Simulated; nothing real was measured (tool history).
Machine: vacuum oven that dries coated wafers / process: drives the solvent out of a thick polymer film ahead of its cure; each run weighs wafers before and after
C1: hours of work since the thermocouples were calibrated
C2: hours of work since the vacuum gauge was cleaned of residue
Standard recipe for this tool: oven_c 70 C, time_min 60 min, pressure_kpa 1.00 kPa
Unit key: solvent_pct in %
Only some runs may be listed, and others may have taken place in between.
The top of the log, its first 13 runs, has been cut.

run 14 day=6.958 | oven_c=70 time_min=60 pressure_kpa=1.32 | C1=147 C2=280 | solvent_pct=3.59
run 15 day=7.262 | oven_c=70 time_min=60 pressure_kpa=1.32 | C1=151 C2=284 | solvent_pct=3.58
run 16 day=8.008 | oven_c=70 time_min=60 pressure_kpa=1.32 | C1=160 C2=293 | solvent_pct=3.44
run 17 day=8.692 | oven_c=70 time_min=60 pressure_kpa=1.33 | C1=168 C2=301 | solvent_pct=3.50
run 18 day=9.296 | oven_c=70 time_min=60 pressure_kpa=1.33 | C1=176 C2=309 | solvent_pct=3.46
run 19 day=10.012 | oven_c=70 time_min=60 pressure_kpa=1.15 | C1=184 C2=318 | solvent_pct=3.37
run 20 day=10.329 | oven_c=70 time_min=60 pressure_kpa=1.00 | C1=188 C2=321 | solvent_pct=3.36
run 21 day=11.029 | oven_c=70 time_min=60 pressure_kpa=1.00 | C1=197 C2=330 | solvent_pct=3.37
run 22 day=11.333 | oven_c=70 time_min=60 pressure_kpa=1.00 | C1=200 C2=334 | solvent_pct=3.32
run 23 day=11.888 | oven_c=70 time_min=60 pressure_kpa=1.00 | C1=207 C2=340 | solvent_pct=3.42
run 24 day=12.500 | oven_c=70 time_min=33 pressure_kpa=1.00 | C1=215 C2=348 | solvent_pct=6.79
run 25 day=12.988 | oven_c=70 time_min=33 pressure_kpa=1.00 | C1=221 C2=354 | solvent_pct=6.77
run 26 day=13.296 | oven_c=56 time_min=50 pressure_kpa=1.64 | C1=224 C2=357 | solvent_pct=11.67
run 27 day=13.979 | oven_c=56 time_min=50 pressure_kpa=1.64 | C1=233 C2=366 | solvent_pct=11.77
run 28 day=14.671 | oven_c=58 time_min=49 pressure_kpa=1.00 | C1=241 C2=374 | solvent_pct=10.57
run 29 day=14.988 | oven_c=70 time_min=60 pressure_kpa=2.55 | C1=245 C2=378 | solvent_pct=4.13
run 30 day=15.496 | oven_c=70 time_min=74 pressure_kpa=1.00 | C1=251 C2=384 | solvent_pct=2.37
run 31 day=15.971 | oven_c=70 time_min=74 pressure_kpa=1.00 | C1=257 C2=390 | solvent_pct=2.41
run 32 day=16.562 | oven_c=60 time_min=46 pressure_kpa=1.00 | C1=264 C2=397 | solvent_pct=10.00
run 33 day=17.167 | oven_c=60 time_min=46 pressure_kpa=1.00 | C1=271 C2=404 | solvent_pct=9.89
run 34 day=17.900 | oven_c=60 time_min=46 pressure_kpa=1.00 | C1=280 C2=413 | solvent_pct=9.86
run 35 day=18.250 | oven_c=70 time_min=81 pressure_kpa=2.08 | C1=285 C2=418 | solvent_pct=2.53
run 36 day=18.817 | oven_c=72 time_min=33 pressure_kpa=1.40 | C1=291 C2=425 | solvent_pct=5.88
run 37 day=19.112 | oven_c=74 time_min=60 pressure_kpa=1.78 | C1=295 C2=428 | solvent_pct=2.21
run 38 day=19.479 | oven_c=73 time_min=66 pressure_kpa=0.54 | C1=299 C2=433 | solvent_pct=1.60

What will run 39 give?
run 39 day=20.096 | oven_c=73 time_min=34 pressure_kpa=0.65 | C1=307 C2=440 | solvent_pct=?

{"run 39": {"solvent_pct": 5.1}}
With the hidden condition absent and the run-to-run variation left alone, this run would have shown solvent_pct 4.94 %.
